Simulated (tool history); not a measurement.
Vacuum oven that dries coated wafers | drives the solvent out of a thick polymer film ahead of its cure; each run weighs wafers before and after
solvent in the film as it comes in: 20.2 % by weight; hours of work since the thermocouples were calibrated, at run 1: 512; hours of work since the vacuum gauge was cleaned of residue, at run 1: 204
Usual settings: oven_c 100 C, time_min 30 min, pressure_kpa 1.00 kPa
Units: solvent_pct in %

run     day  oven_c  time_min  pressure_kpa  hours of work since the thermocouples were calibrated  hours of work since the vacuum gauge was cleaned of residue  solvent_pct
  1   0.000     100        30          1.00                                                    512                                                          204         0.96
  2   0.404     100        30          1.00                                                    518                                                          210         0.96
  3   1.092     100        30          1.00                                                    529                                                          221         0.96
  4   1.642     100        30          1.00                                                    538                                                          229         0.97
  5   2.108     100        30          1.00                                                    545                                                          237         0.98
  6   2.967     100        30          1.00                                                    558                                                          250         0.96
  7   3.642     100        23          1.00                                                    569                                                          260         1.71
  8   4.279     100        30          1.00                                                    579                                                          270         0.98
  9   4.946     100        30          1.00                                                    589                                                          281         0.97
 10   5.862     100        30          1.00                                                    603                                                          295         0.96
 11   6.317     100        30          0.67                                                    611                                                          302         0.86
 12   6.742     100        30          1.00                                                    617                                                          309         0.94
 13   7.667     100        30          1.00                                                    632                                                          323         0.96
 14   8.229     100        30          1.00                                                    640                                                          332         0.95
 15   8.796      87        16          0.71                                                    649                                                          341         8.24
 16   9.475     100        38          0.71                                                    660                                                          351         0.50
 17   9.929     100        38          0.71                                                    667                                                          358         0.50
 18  10.650     108        51          1.12                                                    678                                                          370         0.26
 19  11.142     108        20          3.42                                                    686                                                          377         1.18
 20  11.817      86        27          1.06                                                    696                                                          388         5.69
 21  12.683     113        30          0.87                                                    710                                                          401         0.17
 22  13.158     115        22          0.70                                                    717                                                          409         0.18
 23  13.817     108        33          1.14                                                    728                                                          419         0.31

Forecast each of these 5 alternatives for the next run:
  A  14.379     109        33          1.14                                                    736                                                          428            ?
  B  14.379      90        45          0.70                                                    736                                                          428            ?
  C  14.379     100        30          2.29                                                    736                                                          428            ?
  D  14.379     100        50          1.00                                                    736                                                          428            ?
  E  14.379      97        29          2.40                                                    736                                                          428            ?

run  solvent_pct
  A         0.26
  B         1.65
  C         1.32
  D         0.37
  E         1.99
Without the tool's hidden state the same runs would have given:
run  solvent_pct
  A         0.28
  B         2.02
  C         1.56
  D         0.41
  E         2.35
